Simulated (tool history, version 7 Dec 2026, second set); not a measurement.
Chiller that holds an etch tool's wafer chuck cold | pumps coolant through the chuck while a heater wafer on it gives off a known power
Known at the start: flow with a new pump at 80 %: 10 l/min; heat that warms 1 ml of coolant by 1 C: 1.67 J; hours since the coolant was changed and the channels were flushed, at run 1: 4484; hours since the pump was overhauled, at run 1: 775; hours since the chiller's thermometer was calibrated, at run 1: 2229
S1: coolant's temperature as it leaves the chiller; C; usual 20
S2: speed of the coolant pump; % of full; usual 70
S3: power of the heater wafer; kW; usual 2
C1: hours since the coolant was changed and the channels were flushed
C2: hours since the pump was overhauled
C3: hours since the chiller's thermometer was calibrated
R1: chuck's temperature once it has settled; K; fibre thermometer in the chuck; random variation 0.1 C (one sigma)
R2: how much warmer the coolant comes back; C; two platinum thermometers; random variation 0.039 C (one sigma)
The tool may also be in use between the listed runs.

Run 1, hour 0: usual settings; C1 4484; C2 775; C3 2229. Result: R1 318.35 K, R2 8.35 C.
Run 2, hour 27.5: usual settings but S1 12 C; C1 4512; C2 802; C3 2256. Result: R1 310.25 K, R2 8.37 C.
Run 3, hour 48.3: usual settings but S1 12 C, S2 92 % of full; C1 4533; C2 823; C3 2277. Result: R1 304.25 K, R2 6.13 C.
Run 4, hour 68.9: usual settings but S1 12 C, S2 92 % of full; C1 4553; C2 844; C3 2298. Result: R1 304.25 K, R2 6.18 C.
Run 5, hour 90.9: usual settings; C1 4575; C2 866; C3 2320. Result: R1 318.25 K, R2 8.34 C.
Run 6, hour 119.5: usual settings; C1 4604; C2 894; C3 2348. Result: R1 318.25 K, R2 8.36 C.
Run 7, hour 135.3: usual settings but S3 1.52 kW; C1 4619; C2 910; C3 2364. Result: R1 312.15 K, R2 6.32 C.
Run 8, hour 155.5: usual settings but S3 1.52 kW; C1 4640; C2 930; C3 2384. Result: R1 312.35 K, R2 6.36 C.
Run 9, hour 173: usual settings but S2 63 % of full; C1 4657; C2 948; C3 2402. Result: R1 321.05 K, R2 9.37 C.
Run 10, hour 198: usual settings but S2 63 % of full; C1 4682; C2 973; C3 2427. Result: R1 321.05 K, R2 9.38 C.
Run 11, hour 212.3: usual settings but S2 63 % of full; C1 4696; C2 987; C3 2441. Result: R1 321.05 K, R2 9.37 C.
Run 12, hour 228: usual settings but S2 63 % of full; C1 4712; C2 1003; C3 2457. Result: R1 321.05 K, R2 9.39 C.
Run 13, hour 241.6: usual settings but S2 99 % of full, S3 1.086 kW; C1 4726; C2 1016; C3 2471. Result: R1 302.95 K, R2 3.12 C.
Run 14, hour 271.4: usual settings but S2 66 % of full, S3 2.807 kW; C1 4756; C2 1046; C3 2500. Result: R1 330.65 K, R2 12.46 C.
Run 15, hour 289.8: usual settings but S1 12 C, S2 94 % of full, S3 1.647 kW; C1 4774; C2 1064; C3 2519. Result: R1 300.45 K, R2 4.97 C.
Run 16, hour 317.7: usual settings but S1 12 C, S2 94 % of full, S3 1.647 kW; C1 4802; C2 1092; C3 2547. Result: R1 300.65 K, R2 4.9 C.
Run 17, hour 334.4: usual settings but S1 19 C, S2 98 % of full, S3 1.675 kW; C1 4819; C2 1109; C3 2563. Result: R1 307.15 K, R2 4.8 C.
Run 18, hour 349.6: usual settings but S1 21 C, S2 98 % of full, S3 1.72 kW; C1 4834; C2 1124; C3 2579. Result: R1 309.55 K, R2 4.9 C.

Forecast run 19:
Run 19, hour 372.7: usual settings but S2 91 % of full; C1 4857; C2 1147; C3 2602. Result: R1 ?, R2 ?.

Run 19 gave R1 312.75 K, R2 6.21 C.
Without the tool's hidden state the same run would have given R1 312.65 K, R2 6.21 C.
